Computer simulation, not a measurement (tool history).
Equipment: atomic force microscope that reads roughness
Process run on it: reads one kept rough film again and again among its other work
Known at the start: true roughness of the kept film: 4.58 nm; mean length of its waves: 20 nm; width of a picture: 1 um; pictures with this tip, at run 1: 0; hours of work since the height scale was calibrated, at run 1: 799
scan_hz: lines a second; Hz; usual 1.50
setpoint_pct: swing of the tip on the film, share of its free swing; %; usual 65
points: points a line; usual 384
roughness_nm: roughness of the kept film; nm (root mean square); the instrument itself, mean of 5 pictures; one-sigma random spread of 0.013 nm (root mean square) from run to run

| run | day | scan_hz | setpoint_pct | points | pictures with this tip | hours of work since the height scale was calibrated | roughness_nm |
|---|---|---|---|---|---|---|---|
| 1 | 0.000 | 1.50 | 65 | 384 | 0 | 799 | 3.157 |
| 2 | 0.579 | 1.50 | 65 | 384 | 28 | 810 | 2.980 |
| 3 | 1.292 | 1.41 | 65 | 384 | 63 | 823 | 2.816 |
| 4 | 1.858 | 1.41 | 65 | 384 | 90 | 834 | 2.640 |
| 5 | 2.429 | 1.41 | 65 | 384 | 117 | 844 | 2.559 |
| 6 | 3.546 | 1.41 | 65 | 384 | 171 | 865 | 2.341 |
| 7 | 4.392 | 1.50 | 85 | 384 | 212 | 881 | 1.948 |
| 8 | 5.317 | 1.50 | 85 | 384 | 257 | 899 | 1.825 |
|  | 5.779 | new tip fitted |
| 9 | 5.912 | 1.50 | 65 | 384 | 7 | 909 | 3.125 |
| 10 | 6.754 | 1.50 | 65 | 384 | 47 | 925 | 2.897 |
| 11 | 7.888 | 0.59 | 65 | 384 | 102 | 946 | 2.702 |
| 12 | 8.942 | 0.59 | 65 | 384 | 153 | 966 | 2.498 |
| 13 | 9.446 | 1.50 | 65 | 384 | 177 | 975 | 2.324 |
| 14 | 10.538 | 1.50 | 77 | 384 | 230 | 996 | 2.007 |
|  | 11.558 | new tip fitted |
| 15 | 11.688 | 1.50 | 77 | 384 | 6 | 1017 | 2.904 |
| 16 | 12.625 | 1.50 | 65 | 384 | 51 | 1035 | 2.811 |
| 17 | 13.758 | 1.50 | 65 | 384 | 106 | 1056 | 2.556 |
| 18 | 14.762 | 1.50 | 65 | 384 | 155 | 1075 | 2.393 |
| 19 | 15.488 | 1.50 | 65 | 384 | 189 | 1088 | 2.273 |
| 20 | 16.196 | 1.50 | 65 | 384 | 224 | 1101 | 2.165 |
| 21 | 17.204 | 0.77 | 65 | 384 | 272 | 1120 | 2.093 |
|  | 17.296 | new tip fitted |
| 22 | 17.867 | 0.77 | 65 | 384 | 27 | 1132 | 3.091 |
| 23 | 18.683 | 0.77 | 65 | 384 | 67 | 1148 | 2.882 |
| 24 | 19.488 | 1.50 | 65 | 995 | 105 | 1163 | 2.641 |
| 25 | 20.504 | 2.94 | 76 | 995 | 154 | 1182 | 2.055 |
| 26 | 21.646 | 0.97 | 68 | 349 | 210 | 1203 | 2.197 |
| 27 | 22.429 | 1.82 | 55 | 958 | 247 | 1218 | 2.175 |
|  | 23.075 | new tip fitted |
| 28 | 23.312 | 1.82 | 55 | 958 | 11 | 1234 | 3.214 |
| 29 | 24.321 | 1.31 | 55 | 553 | 60 | 1253 | 2.932 |
| 30 | 24.962 | 1.31 | 80 | 581 | 91 | 1265 | 2.491 |
| 31 | 26.088 | 2.08 | 75 | 962 | 145 | 1286 | 2.235 |
| 32 | 26.817 | 2.08 | 75 | 365 | 180 | 1300 | 2.067 |
| 33 | 27.850 | 3.27 | 62 | 563 | 230 | 1319 | 2.014 |
| 34 | 28.796 | 2.48 | 62 | 802 | 275 | 1337 | 1.960 |
|  | 28.912 | new tip fitted |
| 35 | 29.933 | 2.12 | 65 | 700 | 49 | 1358 | 2.845 |
| 36 | 30.800 | 1.86 | 65 | 814 | 91 | 1374 | 2.677 |
| 37 | 31.308 | 1.86 | 70 | 814 | 116 | 1383 | 2.465 |
| 38 | 32.279 | 0.52 | 65 | 617 | 163 | 1401 | 2.507 |
| 39 | 32.950 | 0.52 | 65 | 617 | 195 | 1414 | 2.361 |
| 40 | 34.071 | 1.02 | 55 | 384 | 249 | 1435 | 2.159 |
|  | 34.704 | new tip fitted |
| 41 | 35.221 | 1.00 | 75 | 468 | 25 | 1456 | 2.997 |
| 42 | 36.304 | 0.88 | 70 | 307 | 78 | 1476 | 2.751 |
| 43 | 36.767 | 0.95 | 75 | 384 | 100 | 1485 | 2.590 |
| 44 | 37.775 | 3.60 | 70 | 493 | 149 | 1504 | 2.111 |
| 45 | 38.671 | 3.60 | 70 | 493 | 192 | 1521 | 1.963 |
| 46 | 39.704 | 3.60 | 77 | 990 | 242 | 1540 | 1.704 |
| 47 | 40.221 | 1.05 | 83 | 1015 | 267 | 1550 | 1.925 |

4 ways to go on from here, each from the tool as it stands after run 47. What would each give?
|  | 40.488 | new tip fitted |
| A | 41.362 | 1.57 | 74 | 327 | 43 | 1571 | ? |
|  | 40.488 | new tip fitted |
| B | 41.362 | 1.50 | 65 | 332 | 43 | 1571 | ? |
|  | 40.488 | new tip fitted |
| C | 41.362 | 0.57 | 65 | 760 | 43 | 1571 | ? |
|  | 40.488 | new tip fitted |
| D | 41.362 | 2.84 | 84 | 635 | 43 | 1571 | ? |

| run | roughness_nm |
|---|---|
| A | 2.772 |
| B | 2.910 |
| C | 3.081 |
| D | 2.276 |
With no hidden state in the tool, these same runs would have given:
| run | roughness_nm |
|---|---|
| A | 3.025 |
| B | 3.176 |
| C | 3.362 |
| D | 2.484 |
